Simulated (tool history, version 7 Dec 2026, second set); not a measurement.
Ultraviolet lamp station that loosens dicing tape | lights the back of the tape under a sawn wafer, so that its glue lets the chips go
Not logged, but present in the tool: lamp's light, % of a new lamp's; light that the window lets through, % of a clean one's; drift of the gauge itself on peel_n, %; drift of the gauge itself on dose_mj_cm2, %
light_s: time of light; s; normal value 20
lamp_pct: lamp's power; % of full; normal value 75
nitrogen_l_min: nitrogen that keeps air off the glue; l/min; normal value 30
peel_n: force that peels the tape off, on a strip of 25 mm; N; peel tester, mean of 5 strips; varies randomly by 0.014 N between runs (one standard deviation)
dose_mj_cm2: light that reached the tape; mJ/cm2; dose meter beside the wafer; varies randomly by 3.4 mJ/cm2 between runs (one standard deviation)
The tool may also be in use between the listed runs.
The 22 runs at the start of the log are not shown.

run     day  light_s  lamp_pct  nitrogen_l_min  hours of work of the lamp  hours of work since the window was cleaned  peel_n  dose_mj_cm2
 23  24.821       12        91              13                        858                                         133   2.293          312
 24  25.962       23        66              34                        875                                         150   0.936          430
 25  26.925       30        92              16                        889                                         164   0.585          785
 26  27.779       30        92              16                        901                                         176   0.606          781
 27  29.104       20        65              30                        921                                         195   1.345          362
 28  30.588       35        82              47                        942                                         217   0.338          792
 29  31.338       38        93              48                        953                                         228   0.275          957
 30  32.342       38        93              48                        968                                         242   0.268          952
 31  33.388       28        93              48                        983                                         258   0.378          696
 32  34.283       23        63              48                        996                                         271   0.918          381
 33  35.092       27        62              48                       1008                                         282   0.752          438
 34  36.462       27        62              48                       1028                                         302   0.802          436
 35  37.612       29        61              27                       1044                                         319   1.004          452
 36  39.154       22        78              39                       1067                                         341   0.922          430
 37  40.121       22        78              39                       1081                                         355   0.901          435
 38  41.375       22        78              39                       1099                                         374   0.898          424
 39  42.021       20        65              39                       1108                                         383   1.399          320
 40  43.371       20        68              55                       1128                                         403   1.155          330
 41  44.196       29        70              47                       1140                                         415   0.652          494
 42  45.633       11        75              14                       1161                                         436   3.323          195
 43  46.979       13        77              18                       1180                                         455   2.577          233
 44  47.879       20        81              30                       1194                                         468   1.246          374

3 ways to go on from here, each from the tool as it stands after run 44. What would each give?
  A  48.746       17        84              30                       1206                                         481       ?            ?
  B  48.746       20        97              23                       1206                                         481       ?            ?
  C  48.746       20        65              28                       1206                                         481       ?            ?

run  peel_n  dose_mj_cm2
  A   1.542          324
  B   1.137          445
  C   1.738          298
Take away the tool's hidden state, keep each run's random variation, and the runs would have read:
run  peel_n  dose_mj_cm2
  A   0.739          529
  B   0.514          726
  C   0.877          483
